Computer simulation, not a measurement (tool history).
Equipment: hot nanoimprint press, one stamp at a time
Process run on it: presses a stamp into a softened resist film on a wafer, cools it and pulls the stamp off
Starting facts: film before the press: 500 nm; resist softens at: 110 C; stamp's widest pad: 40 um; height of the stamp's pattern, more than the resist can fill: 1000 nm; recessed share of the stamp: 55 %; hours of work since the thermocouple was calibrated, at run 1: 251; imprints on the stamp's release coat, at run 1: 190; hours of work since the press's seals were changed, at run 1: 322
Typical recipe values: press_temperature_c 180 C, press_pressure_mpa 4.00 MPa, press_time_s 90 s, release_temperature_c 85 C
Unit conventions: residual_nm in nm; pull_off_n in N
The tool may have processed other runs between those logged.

| run | hour | press_temperature_c | press_pressure_mpa | press_time_s | release_temperature_c | hours of work since the thermocouple was calibrated | imprints on the stamp's release coat | hours of work since the press's seals were changed | residual_nm | pull_off_n |
|---|---|---|---|---|---|---|---|---|---|---|
| 1 | 0.0 | 180 | 4.00 | 90 | 85 | 251 | 190 | 322 | 209.5 | 153 |
| 2 | 14.9 | 180 | 4.00 | 90 | 85 | 261 | 268 | 332 | 210.4 | 158 |
| 3 | 28.9 | 180 | 4.00 | 90 | 85 | 271 | 342 | 342 | 210.7 | 157 |
| 4 | 40.7 | 180 | 4.00 | 90 | 85 | 278 | 403 | 350 | 211.3 | 162 |
|  | 45.4 | plate thermocouple calibrated |
| 5 | 54.1 | 180 | 4.00 | 90 | 85 | 6 | 458 | 357 | 215.4 | 166 |
| 6 | 70.8 | 180 | 3.29 | 90 | 85 | 17 | 546 | 368 | 236.3 | 168 |
|  | 78.4 | stamp cleaned and given a new release coat |
| 7 | 95.9 | 180 | 3.29 | 90 | 85 | 30 | 92 | 381 | 236.9 | 153 |
| 8 | 119.7 | 180 | 3.65 | 90 | 85 | 46 | 217 | 397 | 227.7 | 158 |
| 9 | 132.2 | 180 | 4.00 | 143 | 85 | 55 | 283 | 405 | 181.9 | 159 |
| 10 | 155.0 | 180 | 4.00 | 90 | 85 | 70 | 402 | 421 | 218.1 | 161 |
|  | 172.7 | plate thermocouple calibrated, once more |
| 11 | 180.9 | 180 | 4.00 | 90 | 85 | 6 | 523 | 436 | 200.3 | 160 |
|  | 192.9 | stamp cleaned and given a new release coat |
| 12 | 207.3 | 180 | 4.00 | 90 | 85 | 19 | 76 | 450 | 201.1 | 148 |
| 13 | 221.9 | 180 | 4.00 | 90 | 85 | 29 | 152 | 460 | 201.6 | 150 |
| 14 | 245.0 | 180 | 4.00 | 90 | 85 | 45 | 274 | 475 | 201.7 | 155 |
| 15 | 256.4 | 185 | 4.00 | 90 | 85 | 52 | 334 | 483 | 167.3 | 157 |
| 16 | 266.9 | 184 | 4.56 | 90 | 78 | 60 | 389 | 490 | 162.0 | 174 |
| 17 | 287.0 | 184 | 4.56 | 90 | 78 | 73 | 494 | 504 | 162.3 | 178 |
|  | 304.9 | stamp cleaned and given a new release coat |
| 18 | 314.8 | 184 | 4.56 | 90 | 78 | 88 | 52 | 518 | 163.3 | 162 |
| 19 | 336.0 | 188 | 4.56 | 90 | 89 | 102 | 163 | 533 | 139.8 | 143 |
| 20 | 354.4 | 177 | 3.13 | 50 | 86 | 115 | 260 | 545 | 311.6 | 155 |
| 21 | 370.9 | 180 | 4.00 | 90 | 71 | 126 | 346 | 556 | 206.4 | 186 |
| 22 | 396.6 | 173 | 5.30 | 46 | 78 | 143 | 482 | 574 | 300.1 | 178 |
| 23 | 408.8 | 173 | 5.30 | 163 | 88 | 151 | 545 | 582 | 193.6 | 156 |
|  | 416.4 | stamp cleaned and given a new release coat |
| 24 | 438.3 | 180 | 3.89 | 90 | 86 | 167 | 115 | 598 | 208.9 | 148 |
| 25 | 462.3 | 171 | 4.17 | 90 | 79 | 183 | 241 | 614 | 291.8 | 166 |
| 26 | 477.8 | 171 | 4.17 | 90 | 79 | 194 | 322 | 624 | 294.1 | 171 |
| 27 | 502.7 | 171 | 4.17 | 90 | 79 | 211 | 453 | 641 | 293.9 | 175 |
|  | 528.2 | stamp cleaned and given a new release coat |
| 28 | 529.2 | 180 | 6.23 | 90 | 85 | 224 | 6 | 655 | 169.8 | 147 |
| 29 | 542.7 | 180 | 5.60 | 90 | 85 | 233 | 76 | 664 | 179.8 | 149 |

4 options for the next run, each taken on its own from the tool as it stands now. Forecast them:
| A | 555.6 | 180 | 5.26 | 112 | 85 | 242 | 144 | 673 | ? | ? |
| B | 555.6 | 191 | 4.00 | 90 | 85 | 242 | 144 | 673 | ? | ? |
| C | 555.6 | 170 | 4.00 | 116 | 74 | 242 | 144 | 673 | ? | ? |
| D | 555.6 | 177 | 5.60 | 90 | 85 | 242 | 144 | 673 | ? | ? |

| run | residual_nm | pull_off_n |
|---|---|---|
| A | 170.2 | 152 |
| B | 138.2 | 151 |
| C | 287.7 | 175 |
| D | 202.6 | 152 |
Without the tool's hidden state the same runs would have given:
| run | residual_nm | pull_off_n |
|---|---|---|
| A | 158.3 | 145 |
| B | 130.2 | 145 |
| C | 272.0 | 168 |
| D | 188.1 | 146 |
